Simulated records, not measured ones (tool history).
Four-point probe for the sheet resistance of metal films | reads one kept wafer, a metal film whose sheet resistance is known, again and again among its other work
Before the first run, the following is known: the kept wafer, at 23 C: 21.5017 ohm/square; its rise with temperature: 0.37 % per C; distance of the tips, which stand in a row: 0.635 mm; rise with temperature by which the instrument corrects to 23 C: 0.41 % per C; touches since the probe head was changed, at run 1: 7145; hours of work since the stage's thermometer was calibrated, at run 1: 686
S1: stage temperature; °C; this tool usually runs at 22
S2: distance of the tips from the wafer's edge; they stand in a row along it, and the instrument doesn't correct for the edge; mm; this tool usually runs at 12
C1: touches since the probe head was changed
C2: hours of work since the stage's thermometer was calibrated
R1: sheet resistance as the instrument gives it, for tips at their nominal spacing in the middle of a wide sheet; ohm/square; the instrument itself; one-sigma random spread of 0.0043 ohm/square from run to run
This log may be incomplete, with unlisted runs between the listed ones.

run 1 hour=0 | S1=22 S2=12 | C1=7145 C2=686 | R1=21.443415
run 2 hour=26.8 | S1=22 S2=18 | C1=7831 C2=698 | R1=21.424603
run 3 hour=46 | S1=22 S2=74 | C1=8322 C2=706 | R1=21.409551
run 4 hour=89.3 | S1=32 S2=12 | C1=9429 C2=724 | R1=21.356505
run 5 hour=123.5 | S1=32 S2=12 | C1=10302 C2=738 | R1=21.360645
run 6 hour=165.2 | S1=32 S2=12 | C1=11369 C2=756 | R1=21.37421
run 7 hour=201.7 | S1=32 S2=12 | C1=12302 C2=771 | R1=21.357629
run 8 hour=226.5 | S1=20 S2=12 | C1=12936 C2=782 | R1=21.454895
run 9 hour=267 | S1=20 S2=12 | C1=13971 C2=799 | R1=21.448908
run 10 hour=307.3 | S1=22 S2=24 | C1=15001 C2=816 | R1=21.407183
run 11 hour=331.2 | S1=22 S2=12 | C1=15614 C2=826 | R1=21.431372
run 12 hour=351.7 | S1=21 S2=12 | C1=16137 C2=834 | R1=21.440163
run 13 hour=380.3 | S1=22 S2=12 | C1=16868 C2=846 | R1=21.43446
run 14 hour=399.3 | S1=29 S2=12 | C1=17353 C2=854 | R1=21.375509
run 15 hour=420 | S1=22 S2=12 | C1=17884 C2=863 | R1=21.428944
run 16 hour=453.9 | S1=23 S2=12 | C1=18751 C2=877 | R1=21.416801
run 17 hour=484.8 | S1=23 S2=12 | C1=19539 C2=890 | R1=21.419566
run 18 hour=505.6 | S1=23 S2=57 | C1=20072 C2=899 | R1=21.395718
run 19 hour=526.9 | S1=30 S2=43 | C1=20616 C2=908 | R1=21.332955
run 20 hour=552.4 | S1=34 S2=21 | C1=21268 C2=919 | R1=21.309353
-- hour=556.5 stage's thermometer calibrated
run 21 hour=582 | S1=34 S2=21 | C1=22012 C2=11 | R1=21.305055
run 22 hour=600.5 | S1=27 S2=3 | C1=22486 C2=19 | R1=21.840562

Run 23 comes next. What will it give?
run 23 hour=618.9 | S1=28 S2=9 | C1=22956 C2=26 | R1=?

Run 23 yielded R1 21.398841 ohm/square.
Without the tool's hidden state the same run would have given R1 21.523389 ohm/square.
